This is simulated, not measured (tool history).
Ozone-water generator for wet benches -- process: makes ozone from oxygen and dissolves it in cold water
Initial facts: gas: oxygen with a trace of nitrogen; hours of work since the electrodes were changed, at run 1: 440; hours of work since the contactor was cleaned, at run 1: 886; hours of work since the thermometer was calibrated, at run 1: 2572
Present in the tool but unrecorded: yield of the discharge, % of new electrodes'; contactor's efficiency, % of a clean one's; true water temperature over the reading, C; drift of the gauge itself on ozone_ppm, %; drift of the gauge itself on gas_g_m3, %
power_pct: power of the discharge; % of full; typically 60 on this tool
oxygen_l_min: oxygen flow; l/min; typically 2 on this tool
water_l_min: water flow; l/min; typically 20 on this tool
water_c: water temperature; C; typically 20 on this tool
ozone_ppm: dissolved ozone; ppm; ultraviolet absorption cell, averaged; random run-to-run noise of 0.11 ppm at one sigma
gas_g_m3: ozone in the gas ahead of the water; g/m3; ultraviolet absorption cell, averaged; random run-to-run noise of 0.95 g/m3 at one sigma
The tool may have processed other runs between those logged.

run,hour,power_pct,oxygen_l_min,water_l_min,water_c,hours of work since the electrodes were changed,hours of work since the contactor was cleaned,hours of work since the thermometer was calibrated,ozone_ppm,gas_g_m3
1,0,60,2,20,20,440,886,2572,9.2,159.9
2,34.2,60,2,14,20,462,908,2594,12.9,158.3
3,59.6,60,2,14,20,478,924,2610,12.6,159.4
4,94.9,60,2,14,14,500,947,2633,13.4,159.1
5,120.5,60,2,20,18,517,963,2649,9.2,157.6
6,138.6,60,2,20,18,528,975,2661,9.1,157.8
7,165.3,60,1.69,20,18,546,992,2678,8.8,173.1
8,199.1,60,1.69,20,18,567,1014,2700,8.8,174
9,226.3,90,2,20,20,585,1031,2717,11.6,203.6
10,248,60,2,20,20,598,1045,2731,8.9,158.6
11,266.4,96,2,20,20,610,1057,2743,12.2,214.4
12,295.9,96,2,17,20,629,1076,2762,14.2,214.6
13,327.2,60,2,20,13,649,1096,2782,9.5,158.2
14,349.5,60,2,20,13,663,1110,2796,9.5,156.8
15,366.5,86,2,20,13,674,1121,2807,11.7,194.4
16,386.3,60,2,20,20,687,1133,2819,9.1,155.5
17,402.2,60,2,20,20,697,1144,2830,8.6,156.1
18,416.8,41,1.17,20,20,706,1153,2839,6.1,169.2
19,435.5,41,1.17,20,20,718,1165,2851,6.1,167.2

Forecast run 20:
20,462,41,1.17,20,20,735,1182,2868,?,?

{"run 20": {"ozone_ppm": 6.2, "gas_g_m3": 168.3}}
If the tool had no hidden condition, the same run with the same run-to-run variation would have returned ozone_ppm 6.5 ppm, gas_g_m3 172.8 g/m3.
